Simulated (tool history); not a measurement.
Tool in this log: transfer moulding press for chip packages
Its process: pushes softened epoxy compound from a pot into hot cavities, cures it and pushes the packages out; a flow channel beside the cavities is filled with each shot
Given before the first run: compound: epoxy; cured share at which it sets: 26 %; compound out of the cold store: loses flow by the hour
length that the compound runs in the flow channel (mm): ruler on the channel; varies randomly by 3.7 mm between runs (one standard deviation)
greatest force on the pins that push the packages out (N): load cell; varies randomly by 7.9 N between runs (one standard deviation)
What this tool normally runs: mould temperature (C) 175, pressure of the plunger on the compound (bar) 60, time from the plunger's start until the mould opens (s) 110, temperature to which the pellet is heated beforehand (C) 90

run	day	mould temperature (C)	pressure of the plunger on the compound (bar)	time from the plunger's start until the mould opens (s)	temperature to which the pellet is heated beforehand (C)	incoming compound's hours out of the cold store	length that the compound runs in the flow channel (mm)	greatest force on the pins that push the packages out (N)
1	0	175	60	110	90	45	731	365
2	0.529	175	60	110	90	34.7	783	410
3	0.992	175	72.8	110	90	46	801	449
4	1.346	175	60	110	90	28.6	815	480
5	1.892	177	60	110	90	14	881	503
6	2.279	175	60	110	89	21.2	842	531
7	2.517	175	60	110	90	22.8	836	553
# day 2.742: cavities cleaned with cleaning compound and waxed
8	2.9	175	60	139	90	17.5	863	461
9	3.45	177	60	110	90	39.9	746	543
10	3.95	175	60	110	90	31.5	787	607
11	4.221	175	60	110	90	24.2	824	624
12	4.638	175	60	110	90	25.4	814	609
13	5.046	175	60	110	90	26.6	810	626
14	5.417	175	60	110	90	32.6	783	620
# day 5.667: cavities cleaned with cleaning compound and waxed, once more
15	5.921	175	60	110	90	19.9	849	374
16	6.167	168	69.9	140	99	23.9	903	381
17	6.717	176	45.2	111	95	37.9	654	399
18	7.079	176	45.2	111	95	47.7	614	446
19	7.392	176	68	111	95	19	899	452
20	7.771	170	74.8	111	96	20.5	953	673
21	8.142	175	60	110	93	43.6	723	513
# day 8.671: cavities cleaned with cleaning compound and waxed
22	8.746	175	60	110	93	27.3	808	334
23	9.154	175	60	110	93	23.8	823	393
24	9.6	175	60	110	93	12.2	892	426
25	9.871	175	47.7	125	90	28.4	708	394
26	10.429	170	46.4	131	82	25	723	497
27	10.712	176	69.2	131	82	38.4	793	410

Run 28 comes next. What will it give?
28	11.142	175	61.9	92	99	42.9	?	?

{"run 28": {"length that the compound runs in the flow channel (mm)": 735, "greatest force on the pins that push the packages out (N)": 705}}
With the hidden condition absent and the run-to-run variation left alone, this run would have shown length that the compound runs in the flow channel (mm) 781, greatest force on the pins that push the packages out (N) 457.
